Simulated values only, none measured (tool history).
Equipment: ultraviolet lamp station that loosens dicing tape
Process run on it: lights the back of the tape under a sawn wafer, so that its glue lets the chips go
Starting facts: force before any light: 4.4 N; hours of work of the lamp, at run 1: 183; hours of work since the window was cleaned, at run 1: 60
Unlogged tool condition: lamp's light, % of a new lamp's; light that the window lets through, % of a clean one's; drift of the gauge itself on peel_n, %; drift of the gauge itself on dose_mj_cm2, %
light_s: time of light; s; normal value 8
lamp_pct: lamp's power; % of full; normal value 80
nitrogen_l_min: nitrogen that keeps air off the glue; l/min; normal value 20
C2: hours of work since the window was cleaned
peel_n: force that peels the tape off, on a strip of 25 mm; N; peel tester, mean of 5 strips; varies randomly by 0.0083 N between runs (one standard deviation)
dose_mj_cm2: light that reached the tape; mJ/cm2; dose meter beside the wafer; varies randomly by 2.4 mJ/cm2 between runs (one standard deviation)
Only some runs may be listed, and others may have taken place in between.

Run 1, hour 0.0: usual settings; hours of work of the lamp 183; C2 60. Result: peel_n 0.316 N, dose_mj_cm2 260 mJ/cm2.
Run 2, hour 7.2: usual settings; hours of work of the lamp 187; C2 64. Result: peel_n 0.336 N, dose_mj_cm2 262 mJ/cm2.
Run 3, hour 13.9: usual settings; hours of work of the lamp 190; C2 67. Result: peel_n 0.315 N, dose_mj_cm2 256 mJ/cm2.
Run 4, hour 21.5: usual settings; hours of work of the lamp 194; C2 71. Result: peel_n 0.313 N, dose_mj_cm2 258 mJ/cm2.
Run 5, hour 28.6: usual settings; hours of work of the lamp 198; C2 75. Result: peel_n 0.330 N, dose_mj_cm2 264 mJ/cm2.
Run 6, hour 33.9: usual settings but light_s 5 s; hours of work of the lamp 200; C2 77. Result: peel_n 0.818 N, dose_mj_cm2 163 mJ/cm2.
Run 7, hour 43.3: usual settings but light_s 5 s; hours of work of the lamp 205; C2 82. Result: peel_n 0.808 N, dose_mj_cm2 164 mJ/cm2.
Run 8, hour 50.5: usual settings but light_s 5 s; hours of work of the lamp 208; C2 86. Result: peel_n 0.812 N, dose_mj_cm2 167 mJ/cm2.
Run 9, hour 58.4: usual settings but light_s 5 s, lamp_pct 87 % of full; hours of work of the lamp 212; C2 89. Result: peel_n 0.672 N, dose_mj_cm2 181 mJ/cm2.
Run 10, hour 67.0: usual settings but light_s 5 s, lamp_pct 87 % of full; hours of work of the lamp 217; C2 94. Result: peel_n 0.695 N, dose_mj_cm2 180 mJ/cm2.
Run 11, hour 74.5: usual settings but nitrogen_l_min 13 l/min; hours of work of the lamp 220; C2 97. Result: peel_n 0.453 N, dose_mj_cm2 262 mJ/cm2.
Run 12, hour 82.0: usual settings but nitrogen_l_min 8 l/min; hours of work of the lamp 224; C2 101. Result: peel_n 0.626 N, dose_mj_cm2 258 mJ/cm2.
Run 13, hour 89.1: usual settings but light_s 13 s, lamp_pct 66 % of full, nitrogen_l_min 9 l/min; hours of work of the lamp 228; C2 105. Result: peel_n 0.320 N, dose_mj_cm2 349 mJ/cm2.
Run 14, hour 97.4: usual settings but light_s 4 s, lamp_pct 66 % of full, nitrogen_l_min 7 l/min; hours of work of the lamp 232; C2 109. Result: peel_n 1.962 N, dose_mj_cm2 108 mJ/cm2.

Run 15, settings as shown, results not yet in. Your forecast:
Run 15, hour 101.5: usual settings but light_s 4 s, lamp_pct 66 % of full, nitrogen_l_min 7 l/min; hours of work of the lamp 234; C2 111. Result: peel_n ?, dose_mj_cm2 ?.

For run 15 the tool returned peel_n 1.970 N, dose_mj_cm2 108 mJ/cm2.
If the tool had no hidden condition, the same run with the same run-to-run variation would have returned peel_n 1.968 N, dose_mj_cm2 109 mJ/cm2.
